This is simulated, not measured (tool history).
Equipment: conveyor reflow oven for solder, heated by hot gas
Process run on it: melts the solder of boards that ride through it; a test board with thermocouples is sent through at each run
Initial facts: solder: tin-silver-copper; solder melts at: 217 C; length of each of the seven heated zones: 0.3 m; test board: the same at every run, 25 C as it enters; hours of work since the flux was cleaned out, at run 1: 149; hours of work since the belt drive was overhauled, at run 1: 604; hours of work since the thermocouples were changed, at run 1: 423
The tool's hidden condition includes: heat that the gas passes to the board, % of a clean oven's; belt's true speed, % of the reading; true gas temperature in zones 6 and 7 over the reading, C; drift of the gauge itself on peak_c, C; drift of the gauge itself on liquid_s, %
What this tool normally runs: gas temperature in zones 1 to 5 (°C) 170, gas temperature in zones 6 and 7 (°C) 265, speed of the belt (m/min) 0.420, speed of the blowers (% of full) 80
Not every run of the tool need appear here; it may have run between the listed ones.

run,hour,gas temperature in zones 1 to 5 (°C),gas temperature in zones 6 and 7 (°C),speed of the belt (m/min),speed of the blowers (% of full),hours of work since the flux was cleaned out,hours of work since the belt drive was overhauled,hours of work since the thermocouples were changed,highest temperature of the board (°C),time above the solder's melting point (s)
1,0.0,170,265,0.420,80,149,604,423,252.9,65.6
2,24.7,170,265,0.420,80,162,617,436,252.5,66.0
3,68.7,170,265,0.420,80,187,641,461,252.9,65.8
4,108.6,170,265,0.420,80,209,663,483,251.5,65.3
# hour 125.1: flux residue cleaned out of gas plates and filters
5,163.7,170,265,0.420,80,21,691,510,251.4,63.1
6,201.5,170,265,0.420,80,42,712,531,250.1,63.8
7,251.2,170,265,0.420,80,70,739,559,250.8,63.5
8,293.9,170,256,0.420,80,93,763,582,242.0,55.1
9,335.3,170,256,0.420,80,116,786,605,241.1,54.3
# hour 352.2: flux residue cleaned out of gas plates and filters, once more
10,387.6,170,256,0.420,80,20,812,631,245.5,60.5
11,429.5,170,256,0.420,80,43,835,654,244.2,60.5
# hour 459.7: thermocouples of zones 6 and 7 changed
12,468.3,166,256,0.400,81,63,855,5,247.6,65.1
13,501.3,166,256,0.400,81,81,873,23,248.2,64.0
14,552.1,170,268,0.420,78,109,901,51,256.6,69.1
15,590.6,171,276,0.360,66,130,923,72,265.6,87.6
16,631.8,171,276,0.409,86,153,945,95,266.1,77.2
17,665.0,171,276,0.409,86,171,964,113,265.5,77.1
18,695.5,176,280,0.474,51,188,980,130,256.4,60.1

Predict each of these 5 candidate next runs independently; none follows another, all start after run 18:
A,721.5,165,265,0.453,76,202,995,144,?,?
B,721.5,173,265,0.482,80,202,995,144,?,?
C,721.5,170,273,0.420,80,202,995,144,?,?
D,721.5,157,265,0.420,80,202,995,144,?,?
E,721.5,176,257,0.474,64,202,995,144,?,?

run,highest temperature of the board (°C),time above the solder's melting point (s)
A,249.4,56.2
B,249.3,55.7
C,261.2,71.3
D,251.8,60.5
E,240.4,48.2
With the hidden condition removed and each run's random variation left untouched, the same runs would have given:
run,highest temperature of the board (°C),time above the solder's melting point (s)
A,250.8,56.4
B,250.7,55.9
C,262.5,70.7
D,253.2,60.7
E,241.5,48.6
